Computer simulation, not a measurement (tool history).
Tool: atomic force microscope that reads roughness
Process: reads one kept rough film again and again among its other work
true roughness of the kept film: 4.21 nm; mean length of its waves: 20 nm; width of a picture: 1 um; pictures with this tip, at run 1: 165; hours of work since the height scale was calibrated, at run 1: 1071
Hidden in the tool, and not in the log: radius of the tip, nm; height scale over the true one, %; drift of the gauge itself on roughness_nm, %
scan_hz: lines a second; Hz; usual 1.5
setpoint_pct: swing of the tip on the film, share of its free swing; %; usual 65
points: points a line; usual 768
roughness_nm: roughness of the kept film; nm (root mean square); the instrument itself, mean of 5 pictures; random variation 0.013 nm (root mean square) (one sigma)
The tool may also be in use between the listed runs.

run,hour,scan_hz,setpoint_pct,points,pictures with this tip,hours of work since the height scale was calibrated,roughness_nm
1,0,1.5,65,768,165,1071,2.512
2,43.3,1.5,65,768,220,1102,2.375
# hour 82.3: new tip fitted
3,102.9,1.5,65,768,26,1146,3.077
4,153.5,1.5,65,768,89,1183,2.818
5,195.1,1.5,65,768,142,1214,2.622
6,236.5,1.5,65,768,194,1244,2.464
7,262.2,1.5,65,829,226,1263,2.404
# hour 297.7: new tip fitted
8,316,1.5,65,571,23,1302,3.041
9,360,1.5,65,571,78,1335,2.854
10,418.9,0.9,65,571,153,1378,2.619
11,472.2,1.5,65,768,220,1417,2.404
12,503.8,1.5,65,768,260,1441,2.303
# hour 511: new tip fitted
13,536.6,1.5,65,768,32,1464,2.979
14,591.1,1.5,65,532,101,1504,2.683
15,646.9,1.5,65,532,172,1545,2.462
16,706.4,1.5,65,532,247,1589,2.271
# hour 726.2: new tip fitted
17,760.5,1.5,65,532,43,1629,2.961
18,800.8,1.5,65,532,94,1658,2.781
19,839.9,1.5,65,532,143,1687,2.587
20,898.7,1.5,65,274,218,1730,2.339
# hour 939.8: new tip fitted
21,943.2,1.5,65,274,4,1763,3.086
22,970,1.5,65,768,38,1782,3.031
23,1010,1.5,65,768,88,1812,2.843
24,1066.2,1.5,65,433,159,1853,2.551
25,1127.7,1.5,65,768,237,1898,2.37
# hour 1157.2: new tip fitted
26,1171.4,1.5,65,416,18,1930,3.052
27,1231.1,1.5,65,416,94,1974,2.785
28,1269.4,2.85,84,768,142,2002,2.337
29,1305.5,0.8,57,660,188,2029,2.555
30,1338.9,0.8,62,660,230,2053,2.424
31,1366,1.89,67,645,264,2073,2.254
# hour 1371.8: new tip fitted
32,1393.9,3.88,56,349,27,2094,2.905
33,1452.5,0.92,80,349,101,2137,2.628
34,1500.1,1.27,80,349,161,2172,2.412
35,1551.7,1.27,61,556,226,2210,2.375
# hour 1587.6: new tip fitted
36,1588.9,1.5,65,789,2,2237,3.182
37,1632.4,1.5,86,318,57,2269,2.71
# hour 1679: height scale calibrated on a step standard
38,1682.8,1.5,86,318,119,3,2.445
39,1717.1,1.5,86,318,162,28,2.324
40,1751.1,0.57,67,845,205,53,2.443
41,1790,1.63,84,731,254,82,2.132
# hour 1801.7: new tip fitted
42,1841.7,0.55,65,768,51,119,2.967
43,1880.7,0.55,65,768,100,148,2.75
44,1907.7,2.06,63,378,134,168,2.522
45,1936.8,1.5,88,768,171,189,2.315
46,1973.7,3.31,65,768,217,216,2.242
# hour 2017.5: new tip fitted
47,2022.3,3.31,65,768,6,252,3.007
48,2062.6,3.31,65,768,57,282,2.803
49,2120.2,0.58,88,456,130,324,2.597
50,2169.6,0.58,88,456,192,360,2.392
51,2213.1,1.8,85,268,247,392,2.072
# hour 2232.9: new tip fitted
52,2247.4,1.8,70,851,18,417,3.004
53,2283.5,2.89,69,405,64,444,2.714

How the hidden state differs across the entries between the runs, from the last listed run before each to the first after it:
Between runs 2 and 3: new tip fitted (hour 82.3)
  radius of the tip, nm: 17.8 -> 8.2; height scale over the true one, %: 1.1 -> 1.14
  measured less the result without the state, roughness_nm: -0.791 -> -0.081 nm (root mean square)
Between runs 7 and 8: new tip fitted (hour 297.7)
  radius of the tip, nm: 17.5 -> 8.1; height scale over the true one, %: 1.26 -> 1.3
  measured less the result without the state, roughness_nm: -0.774 -> -0.065 nm (root mean square)
Between runs 12 and 13: new tip fitted (hour 511)
  radius of the tip, nm: 19.2 -> 9.3; height scale over the true one, %: 1.44 -> 1.47
  measured less the result without the state, roughness_nm: -0.857 -> -0.171 nm (root mean square)
Between runs 16 and 17: new tip fitted (hour 726.2)
  radius of the tip, nm: 19.5 -> 9.2; height scale over the true one, %: 1.59 -> 1.63
  measured less the result without the state, roughness_nm: -0.859 -> -0.164 nm (root mean square)
Between runs 20 and 21: new tip fitted (hour 939.8)
  radius of the tip, nm: 17.4 -> 7.2; height scale over the true one, %: 1.73 -> 1.76
  measured less the result without the state, roughness_nm: -0.729 -> +0.034 nm (root mean square)
Between runs 25 and 26: new tip fitted (hour 1157.2)
  radius of the tip, nm: 18 -> 8.1; height scale over the true one, %: 1.89 -> 1.92
  measured less the result without the state, roughness_nm: -0.78 -> -0.051 nm (root mean square)
Between runs 31 and 32: new tip fitted (hour 1371.8)
  radius of the tip, nm: 19.3 -> 9.3; height scale over the true one, %: 2.07 -> 2.09
  measured less the result without the state, roughness_nm: -0.829 -> -0.152 nm (root mean square)
Between runs 35 and 36: new tip fitted (hour 1587.6)
  radius of the tip, nm: 18.2 -> 7.3; height scale over the true one, %: 2.2 -> 2.23
  measured less the result without the state, roughness_nm: -0.789 -> +0.043 nm (root mean square)
Between runs 37 and 38: height scale calibrated on a step standard (hour 1679)
  radius of the tip, nm: 9.8 -> 12.6; height scale over the true one, %: 2.26 -> -0.08
  measured less the result without the state, roughness_nm: -0.18 -> -0.44 nm (root mean square)
Between runs 41 and 42: new tip fitted (hour 1801.7)
  radius of the tip, nm: 19 -> 9.6; height scale over the true one, %: 0 -> 0.03
  measured less the result without the state, roughness_nm: -0.822 -> -0.244 nm (root mean square)
Between runs 46 and 47: new tip fitted (hour 2017.5)
  radius of the tip, nm: 17.9 -> 7.3; height scale over the true one, %: 0.13 -> 0.17
  measured less the result without the state, roughness_nm: -0.784 -> -0.025 nm (root mean square)
Between runs 51 and 52: new tip fitted (hour 2232.9)
  radius of the tip, nm: 18.6 -> 7.9; height scale over the true one, %: 0.31 -> 0.33
  measured less the result without the state, roughness_nm: -0.761 -> -0.073 nm (root mean square)
